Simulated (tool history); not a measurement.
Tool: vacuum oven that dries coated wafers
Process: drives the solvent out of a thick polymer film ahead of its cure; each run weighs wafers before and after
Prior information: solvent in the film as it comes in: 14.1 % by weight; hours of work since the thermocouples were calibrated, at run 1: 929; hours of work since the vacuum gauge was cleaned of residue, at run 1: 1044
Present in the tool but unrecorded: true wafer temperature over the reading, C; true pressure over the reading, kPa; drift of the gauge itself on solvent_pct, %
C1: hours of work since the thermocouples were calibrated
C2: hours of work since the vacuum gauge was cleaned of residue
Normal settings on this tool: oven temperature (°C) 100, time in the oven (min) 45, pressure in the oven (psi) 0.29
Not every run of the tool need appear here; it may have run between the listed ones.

Run 1, hour 0: usual settings; C1 929; C2 1044. Result: solvent left in the film (%) 2.63.
At hour 64.7: vacuum gauge cleaned of residue and calibrated.
Run 2, hour 67.5: usual settings; C1 981; C2 2. Result: solvent left in the film (%) 2.2.
Run 3, hour 137.1: usual settings but time in the oven (min) 62; C1 1036; C2 57. Result: solvent left in the film (%) 1.86.
Run 4, hour 180.9: usual settings but oven temperature (°C) 99, time in the oven (min) 62; C1 1070; C2 91. Result: solvent left in the film (%) 2.
Run 5, hour 260.5: usual settings but oven temperature (°C) 99, time in the oven (min) 62; C1 1132; C2 153. Result: solvent left in the film (%) 2.
Run 6, hour 325.8: usual settings but oven temperature (°C) 99, time in the oven (min) 62; C1 1183; C2 204. Result: solvent left in the film (%) 1.98.
At hour 383.1: oven's thermocouples calibrated.
Run 7, hour 418.7: usual settings but oven temperature (°C) 99, time in the oven (min) 62; C1 28; C2 275. Result: solvent left in the film (%) 1.96.
Run 8, hour 510.9: usual settings but oven temperature (°C) 99, time in the oven (min) 62; C1 100; C2 348. Result: solvent left in the film (%) 1.99.
Run 9, hour 602.2: usual settings but oven temperature (°C) 99, time in the oven (min) 62, pressure in the oven (psi) 0.222; C1 171; C2 419. Result: solvent left in the film (%) 1.63.
Run 10, hour 669.3: usual settings but pressure in the oven (psi) 0.788; C1 224; C2 472. Result: solvent left in the film (%) 4.92.
Run 11, hour 725.4: usual settings; C1 268; C2 516. Result: solvent left in the film (%) 2.34.
Run 12, hour 814.5: usual settings but time in the oven (min) 32; C1 338; C2 585. Result: solvent left in the film (%) 3.11.
Run 13, hour 886.6: usual settings but time in the oven (min) 32; C1 394; C2 642. Result: solvent left in the film (%) 3.08.
Run 14, hour 940.9: usual settings but time in the oven (min) 32; C1 437; C2 684. Result: solvent left in the film (%) 3.17.
Run 15, hour 1041.6: usual settings but time in the oven (min) 32; C1 515; C2 763. Result: solvent left in the film (%) 3.16.
Run 16, hour 1141.4: usual settings but time in the oven (min) 77; C1 593; C2 841. Result: solvent left in the film (%) 2.02.
Run 17, hour 1234.6: usual settings; C1 666; C2 914. Result: solvent left in the film (%) 2.54.
Run 18, hour 1293.7: usual settings; C1 713; C2 960. Result: solvent left in the film (%) 2.59.
Run 19, hour 1348.4: usual settings; C1 756; C2 1003. Result: solvent left in the film (%) 2.58.
At hour 1457.6: vacuum gauge cleaned of residue and calibrated.
Run 20, hour 1457.6: usual settings but oven temperature (°C) 105, time in the oven (min) 30; C1 840; C2 0. Result: solvent left in the film (%) 2.22.
Run 21, hour 1504: usual settings but oven temperature (°C) 111, time in the oven (min) 68; C1 876; C2 36. Result: solvent left in the film (%) 1.09.
Run 22, hour 1582.4: usual settings but oven temperature (°C) 111, time in the oven (min) 30, pressure in the oven (psi) 0.445; C1 938; C2 98. Result: solvent left in the film (%) 2.
Run 23, hour 1662.6: usual settings but oven temperature (°C) 111, time in the oven (min) 30, pressure in the oven (psi) 0.445; C1 1000; C2 161. Result: solvent left in the film (%) 2.06.
Run 24, hour 1710.8: usual settings but oven temperature (°C) 96, time in the oven (min) 74; C1 1038; C2 198. Result: solvent left in the film (%) 2.18.
Run 25, hour 1805.3: usual settings but oven temperature (°C) 96, time in the oven (min) 41, pressure in the oven (psi) 0.802; C1 1112; C2 272. Result: solvent left in the film (%) 6.33.
Run 26, hour 1898.4: usual settings but oven temperature (°C) 96, time in the oven (min) 60, pressure in the oven (psi) 0.354; C1 1185; C2 345. Result: solvent left in the film (%) 2.96.
At hour 1956.6: oven's thermocouples calibrated.
Run 27, hour 1994.1: usual settings but oven temperature (°C) 96, time in the oven (min) 60, pressure in the oven (psi) 0.354; C1 29; C2 418. Result: solvent left in the film (%) 2.79.
Run 28, hour 2095: usual settings but time in the oven (min) 34, pressure in the oven (psi) 0.178; C1 108; C2 497. Result: solvent left in the film (%) 2.3.
Run 29, hour 2144.6: usual settings but oven temperature (°C) 88, time in the oven (min) 34, pressure in the oven (psi) 0.178; C1 147; C2 536. Result: solvent left in the film (%) 5.31.
Run 30, hour 2206.1: usual settings but oven temperature (°C) 115, pressure in the oven (psi) 0.473; C1 195; C2 584. Result: solvent left in the film (%) 1.61.

The next listed run, before its measurement:
Run 31, hour 2295.7: usual settings but oven temperature (°C) 115, pressure in the oven (psi) 0.473; C1 265; C2 654. Result: solvent left in the film (%) ?.

Run 31 produced solvent left in the film (%) 1.68.
Without the tool's hidden state the same run would have given solvent left in the film (%) 1.54.

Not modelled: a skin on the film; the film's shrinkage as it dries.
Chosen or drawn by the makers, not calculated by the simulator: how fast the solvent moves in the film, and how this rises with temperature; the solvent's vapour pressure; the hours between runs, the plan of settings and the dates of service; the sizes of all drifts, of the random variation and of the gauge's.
